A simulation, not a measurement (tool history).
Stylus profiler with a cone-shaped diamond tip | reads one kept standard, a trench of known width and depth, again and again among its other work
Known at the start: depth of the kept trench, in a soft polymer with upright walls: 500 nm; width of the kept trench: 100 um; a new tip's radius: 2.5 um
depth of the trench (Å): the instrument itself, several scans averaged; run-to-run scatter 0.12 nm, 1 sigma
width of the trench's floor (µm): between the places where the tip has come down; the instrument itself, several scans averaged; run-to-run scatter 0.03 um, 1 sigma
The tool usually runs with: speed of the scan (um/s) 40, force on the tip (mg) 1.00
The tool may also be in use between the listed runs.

| run | hour | speed of the scan (um/s) | force on the tip (mg) | depth of the trench (Å) | width of the trench's floor (µm) |
|---|---|---|---|---|---|
| 1 | 0.0 | 40 | 1.00 | 5029.4 | 95.57 |
| 2 | 23.4 | 40 | 1.00 | 5026.1 | 95.52 |
| 3 | 53.4 | 40 | 1.00 | 5026.5 | 95.47 |
| 4 | 73.1 | 40 | 0.37 | 5008.2 | 95.36 |
| 5 | 97.4 | 40 | 0.37 | 5006.0 | 95.32 |
| 6 | 135.9 | 40 | 0.37 | 5006.4 | 95.29 |
| 7 | 171.0 | 40 | 0.37 | 5004.4 | 95.23 |
| 8 | 201.0 | 42 | 1.00 | 5027.8 | 95.34 |
| 9 | 218.4 | 42 | 0.44 | 5011.0 | 95.19 |
| 10 | 238.8 | 42 | 0.44 | 5008.7 | 95.20 |
| 11 | 269.9 | 40 | 1.00 | 5027.5 | 95.35 |
| 12 | 291.7 | 40 | 1.00 | 5026.9 | 95.32 |

Run 13, settings as shown, results not yet in. Your forecast:
| 13 | 326.7 | 11 | 2.65 | ? | ? |

depth of the trench (Å): 5065.4
width of the trench's floor (µm): 95.50
Without the tool's hidden state the same run would have given depth of the trench (Å) 5080.7, width of the trench's floor (µm) 96.93.
